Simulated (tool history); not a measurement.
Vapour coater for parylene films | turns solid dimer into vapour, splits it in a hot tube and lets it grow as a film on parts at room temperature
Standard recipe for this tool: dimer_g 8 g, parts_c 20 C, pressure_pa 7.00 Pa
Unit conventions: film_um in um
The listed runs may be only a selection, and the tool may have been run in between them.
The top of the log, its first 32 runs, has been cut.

| run | hour | dimer_g | parts_c | pressure_pa | hours of work since the trap's valve was overhauled | hours of work since the table's thermometer was calibrated | film_um |
|---|---|---|---|---|---|---|---|
| 33 | 904.4 | 5 | 29 | 2.24 | 31 | 203 | 0.90 |
| 34 | 939.9 | 5 | 29 | 2.02 | 52 | 224 | 0.91 |
| 35 | 960.1 | 5 | 29 | 2.02 | 63 | 235 | 0.94 |
| 36 | 995.8 | 8 | 20 | 2.05 | 84 | 256 | 1.93 |
| 37 | 1020.9 | 3 | 20 | 6.30 | 98 | 270 | 0.65 |
| 38 | 1055.7 | 8 | 20 | 6.30 | 118 | 290 | 1.71 |
| 39 | 1085.8 | 8 | 20 | 6.30 | 135 | 307 | 1.72 |
| 40 | 1116.9 | 3 | 30 | 8.70 | 153 | 325 | 0.46 |
| 41 | 1147.0 | 3 | 15 | 6.94 | 170 | 342 | 0.72 |
| 42 | 1176.7 | 3 | 20 | 4.49 | 188 | 360 | 0.64 |
| 43 | 1198.8 | 3 | 23 | 10.11 | 200 | 372 | 0.59 |
| 44 | 1228.3 | 3 | 23 | 10.11 | 217 | 389 | 0.57 |
| 45 | 1259.8 | 14 | 20 | 3.52 | 235 | 407 | 3.14 |
| 46 | 1278.5 | 14 | 20 | 3.52 | 246 | 418 | 3.12 |
| 47 | 1312.6 | 8 | 17 | 9.61 | 266 | 437 | 1.76 |

What if the next run were any one of these 4? Each begins from the tool's condition after run 47:
| A | 1338.1 | 8 | 17 | 10.39 | 280 | 452 | ? |
| B | 1338.1 | 9 | 16 | 5.50 | 280 | 452 | ? |
| C | 1338.1 | 8 | 20 | 4.57 | 280 | 452 | ? |
| D | 1338.1 | 8 | 20 | 6.98 | 280 | 452 | ? |

| run | film_um |
|---|---|
| A | 1.78 |
| B | 2.18 |
| C | 1.71 |
| D | 1.69 |
The same runs, with their run-to-run variation unchanged, on a tool lacking any hidden condition would have given:
| run | film_um |
|---|---|
| A | 1.94 |
| B | 2.36 |
| C | 1.86 |
| D | 1.83 |
